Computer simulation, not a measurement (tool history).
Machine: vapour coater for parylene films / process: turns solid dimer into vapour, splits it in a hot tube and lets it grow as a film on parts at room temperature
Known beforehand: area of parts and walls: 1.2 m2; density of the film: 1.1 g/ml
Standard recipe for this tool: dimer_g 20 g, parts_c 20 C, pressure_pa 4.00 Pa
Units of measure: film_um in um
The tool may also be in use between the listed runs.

run 1 hour=0.0 | dimer_g=20 parts_c=20 pressure_pa=4.00 | film_um=10.92
-- hour=20.6 trap's valve overhauled
run 2 hour=21.8 | dimer_g=20 parts_c=20 pressure_pa=4.00 | film_um=12.65
run 3 hour=41.5 | dimer_g=26 parts_c=20 pressure_pa=4.00 | film_um=16.21
run 4 hour=58.3 | dimer_g=26 parts_c=20 pressure_pa=4.00 | film_um=15.79
run 5 hour=75.4 | dimer_g=9 parts_c=20 pressure_pa=4.00 | film_um=5.51
run 6 hour=92.0 | dimer_g=20 parts_c=27 pressure_pa=4.00 | film_um=9.54
run 7 hour=110.4 | dimer_g=20 parts_c=20 pressure_pa=2.84 | film_um=13.15
run 8 hour=128.2 | dimer_g=20 parts_c=20 pressure_pa=2.84 | film_um=13.33
run 9 hour=143.6 | dimer_g=20 parts_c=20 pressure_pa=2.84 | film_um=13.22
run 10 hour=153.5 | dimer_g=20 parts_c=20 pressure_pa=2.84 | film_um=13.01
run 11 hour=164.5 | dimer_g=20 parts_c=20 pressure_pa=2.64 | film_um=13.55
run 12 hour=179.0 | dimer_g=20 parts_c=20 pressure_pa=2.64 | film_um=13.27
run 13 hour=193.2 | dimer_g=20 parts_c=20 pressure_pa=2.64 | film_um=13.32
run 14 hour=213.2 | dimer_g=20 parts_c=28 pressure_pa=4.00 | film_um=8.79
run 15 hour=225.6 | dimer_g=20 parts_c=20 pressure_pa=11.15 | film_um=9.37
run 16 hour=240.0 | dimer_g=21 parts_c=20 pressure_pa=4.00 | film_um=12.51
run 17 hour=260.9 | dimer_g=22 parts_c=20 pressure_pa=4.00 | film_um=12.81
run 18 hour=272.6 | dimer_g=33 parts_c=23 pressure_pa=4.00 | film_um=17.54
run 19 hour=290.4 | dimer_g=33 parts_c=23 pressure_pa=4.00 | film_um=17.03
run 20 hour=301.1 | dimer_g=14 parts_c=18 pressure_pa=6.95 | film_um=7.73
run 21 hour=314.8 | dimer_g=34 parts_c=21 pressure_pa=4.92 | film_um=18.07
run 22 hour=334.1 | dimer_g=34 parts_c=21 pressure_pa=4.92 | film_um=17.93
run 23 hour=347.2 | dimer_g=22 parts_c=24 pressure_pa=11.36 | film_um=8.48
run 24 hour=364.9 | dimer_g=15 parts_c=24 pressure_pa=9.79 | film_um=6.03
run 25 hour=385.0 | dimer_g=30 parts_c=12 pressure_pa=4.00 | film_um=19.77
run 26 hour=398.9 | dimer_g=14 parts_c=13 pressure_pa=3.35 | film_um=9.20
run 27 hour=419.7 | dimer_g=20 parts_c=20 pressure_pa=2.40 | film_um=12.84
run 28 hour=431.2 | dimer_g=20 parts_c=20 pressure_pa=2.40 | film_um=12.78
run 29 hour=453.7 | dimer_g=12 parts_c=18 pressure_pa=2.40 | film_um=7.78
run 30 hour=475.0 | dimer_g=12 parts_c=18 pressure_pa=2.40 | film_um=7.76

Same runs, no hidden state in the tool, same run-to-run variation:
The tool's hidden condition here consists of: vapour lost through the trap's worn valve, %; true temperature of the parts over the reading, C; drift of the gauge itself on film_um, %.
run=1 film_um=12.32
run=2 film_um=12.39
run=3 film_um=15.96
run=4 film_um=15.60
run=5 film_um=5.47
run=6 film_um=9.51
run=7 film_um=13.17
run=8 film_um=13.43
run=9 film_um=13.37
run=10 film_um=13.18
run=11 film_um=13.78
run=12 film_um=13.54
run=13 film_um=13.64
run=14 film_um=9.05
run=15 film_um=9.68
run=16 film_um=12.98
run=17 film_um=13.37
run=18 film_um=18.36
run=19 film_um=17.91
run=20 film_um=8.15
run=21 film_um=19.14
run=22 film_um=19.09
run=23 film_um=9.06
run=24 film_um=6.48
run=25 film_um=22.11
run=26 film_um=10.33
run=27 film_um=14.01
run=28 film_um=14.00
run=29 film_um=8.89
run=30 film_um=8.92
